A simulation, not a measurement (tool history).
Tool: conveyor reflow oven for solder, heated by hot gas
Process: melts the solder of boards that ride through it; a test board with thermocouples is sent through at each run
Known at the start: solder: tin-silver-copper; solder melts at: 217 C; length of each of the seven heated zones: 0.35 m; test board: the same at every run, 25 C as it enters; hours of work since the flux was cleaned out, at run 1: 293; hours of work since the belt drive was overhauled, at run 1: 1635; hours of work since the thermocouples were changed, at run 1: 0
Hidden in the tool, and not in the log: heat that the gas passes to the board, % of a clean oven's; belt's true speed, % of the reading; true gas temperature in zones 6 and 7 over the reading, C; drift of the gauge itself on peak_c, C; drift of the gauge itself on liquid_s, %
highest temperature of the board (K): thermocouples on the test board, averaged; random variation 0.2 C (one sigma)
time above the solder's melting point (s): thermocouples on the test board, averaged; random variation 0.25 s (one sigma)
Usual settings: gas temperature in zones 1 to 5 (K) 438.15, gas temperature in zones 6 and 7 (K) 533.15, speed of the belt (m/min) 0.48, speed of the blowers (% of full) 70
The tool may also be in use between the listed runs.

| run | hour | gas temperature in zones 1 to 5 (K) | gas temperature in zones 6 and 7 (K) | speed of the belt (m/min) | speed of the blowers (% of full) | hours of work since the flux was cleaned out | hours of work since the belt drive was overhauled | hours of work since the thermocouples were changed | highest temperature of the board (K) | time above the solder's melting point (s) |
|---|---|---|---|---|---|---|---|---|---|---|
| 1 | 0 | 438.15 | 533.15 | 0.48 | 70 | 293 | 1635 | 0 | 515.45 | 54.3 |
|  | 7.6 | belt drive overhauled, speed set with a stopwatch |
|  | 26.3 | flux residue cleaned out of gas plates and filters |
| 2 | 35.7 | 438.15 | 533.15 | 0.48 | 70 | 6 | 15 | 17 | 516.95 | 53.6 |
| 3 | 97.2 | 438.15 | 533.15 | 0.48 | 70 | 46 | 55 | 57 | 516.15 | 53.5 |
| 4 | 159.4 | 438.15 | 533.15 | 0.499 | 70 | 87 | 96 | 98 | 514.85 | 48.8 |
| 5 | 220.9 | 438.15 | 533.15 | 0.499 | 70 | 127 | 136 | 138 | 514.25 | 48.7 |
| 6 | 256 | 438.15 | 533.15 | 0.48 | 70 | 150 | 159 | 161 | 515.25 | 51.7 |
| 7 | 284.5 | 438.15 | 533.15 | 0.48 | 70 | 168 | 177 | 180 | 515.15 | 52 |
| 8 | 346.1 | 438.15 | 533.15 | 0.48 | 70 | 209 | 217 | 220 | 514.85 | 51.7 |
| 9 | 403.5 | 438.15 | 533.15 | 0.48 | 70 | 246 | 255 | 257 | 514.65 | 50.9 |
| 10 | 453.1 | 438.15 | 528.15 | 0.48 | 70 | 278 | 287 | 290 | 510.35 | 45.3 |
|  | 495.4 | flux residue cleaned out of gas plates and filters |
| 11 | 499.8 | 438.15 | 545.15 | 0.48 | 70 | 3 | 314 | 317 | 526.75 | 63.2 |
| 12 | 555.1 | 438.15 | 545.15 | 0.48 | 70 | 39 | 350 | 353 | 526.05 | 63.1 |
| 13 | 612.8 | 438.15 | 545.15 | 0.48 | 70 | 77 | 388 | 390 | 526.05 | 62.9 |
| 14 | 667.2 | 438.15 | 537.15 | 0.48 | 70 | 112 | 424 | 426 | 519.05 | 56.5 |
| 15 | 729.7 | 438.15 | 533.15 | 0.48 | 70 | 153 | 464 | 467 | 515.45 | 52.4 |
| 16 | 771.7 | 438.15 | 533.15 | 0.48 | 70 | 180 | 492 | 494 | 514.75 | 52 |
| 17 | 802.3 | 438.15 | 533.15 | 0.48 | 53 | 200 | 512 | 514 | 508.25 | 40.6 |
|  | 815.9 | thermocouples of zones 6 and 7 changed |
| 18 | 851 | 438.15 | 543.15 | 0.48 | 74 | 231 | 542 | 23 | 525.15 | 62.3 |
| 19 | 912.2 | 433.15 | 543.15 | 0.48 | 55 | 270 | 582 | 63 | 516.25 | 49.6 |
|  | 966.7 | flux residue cleaned out of gas plates and filters |
| 20 | 974.9 | 452.15 | 538.15 | 0.417 | 82 | 5 | 620 | 100 | 530.15 | 84.8 |
| 21 | 1037.7 | 448.15 | 538.15 | 0.417 | 70 | 46 | 661 | 141 | 526.85 | 79.6 |
| 22 | 1091.9 | 446.15 | 533.15 | 0.48 | 70 | 82 | 696 | 177 | 517.85 | 58.4 |
| 23 | 1134.9 | 424.15 | 539.15 | 0.383 | 72 | 110 | 724 | 205 | 527.15 | 78 |
| 24 | 1184 | 424.15 | 539.15 | 0.383 | 72 | 142 | 756 | 237 | 526.95 | 77.9 |
| 25 | 1232.6 | 424.15 | 539.15 | 0.383 | 72 | 173 | 788 | 268 | 526.75 | 77.7 |
| 26 | 1286.7 | 424.15 | 539.15 | 0.383 | 72 | 209 | 823 | 304 | 526.35 | 77.2 |
| 27 | 1313.9 | 424.15 | 539.15 | 0.383 | 72 | 226 | 841 | 321 | 526.15 | 76.4 |
| 28 | 1355.3 | 424.15 | 528.15 | 0.482 | 70 | 253 | 868 | 348 | 508.35 | 38.4 |
| 29 | 1415.7 | 431.15 | 533.15 | 0.48 | 74 | 293 | 907 | 388 | 515.05 | 50 |
|  | 1434.8 | flux residue cleaned out of gas plates and filters |
| 30 | 1447.8 | 431.15 | 533.15 | 0.48 | 74 | 8 | 925 | 405 | 517.05 | 53.5 |
| 31 | 1489.6 | 440.15 | 533.15 | 0.417 | 74 | 36 | 952 | 433 | 522.15 | 72.7 |

The same runs without the tool's hidden state, with the same run-to-run variation:
| run | highest temperature of the board (K) | time above the solder's melting point (s) |
|---|---|---|
| 1 | 516.45 | 54 |
| 2 | 516.95 | 53.6 |
| 3 | 516.45 | 53.8 |
| 4 | 515.55 | 49.6 |
| 5 | 515.25 | 50 |
| 6 | 516.35 | 53.2 |
| 7 | 516.35 | 53.6 |
| 8 | 516.45 | 53.8 |
| 9 | 516.55 | 53.5 |
| 10 | 512.45 | 48.6 |
| 11 | 527.05 | 63 |
| 12 | 526.65 | 63.1 |
| 13 | 526.85 | 63.2 |
| 14 | 520.15 | 57.4 |
| 15 | 516.85 | 53.8 |
| 16 | 516.35 | 53.7 |
| 17 | 509.75 | 42.6 |
| 18 | 526.55 | 63.2 |
| 19 | 517.65 | 51 |
| 20 | 529.75 | 83.3 |
| 21 | 526.65 | 78.4 |
| 22 | 517.95 | 57.7 |
| 23 | 527.35 | 77.2 |
| 24 | 527.45 | 77.4 |
| 25 | 527.45 | 77.4 |
| 26 | 527.35 | 77.3 |
| 27 | 527.25 | 76.5 |
| 28 | 509.85 | 40.3 |
| 29 | 516.95 | 51.8 |
| 30 | 516.85 | 52 |
| 31 | 522.15 | 71.1 |
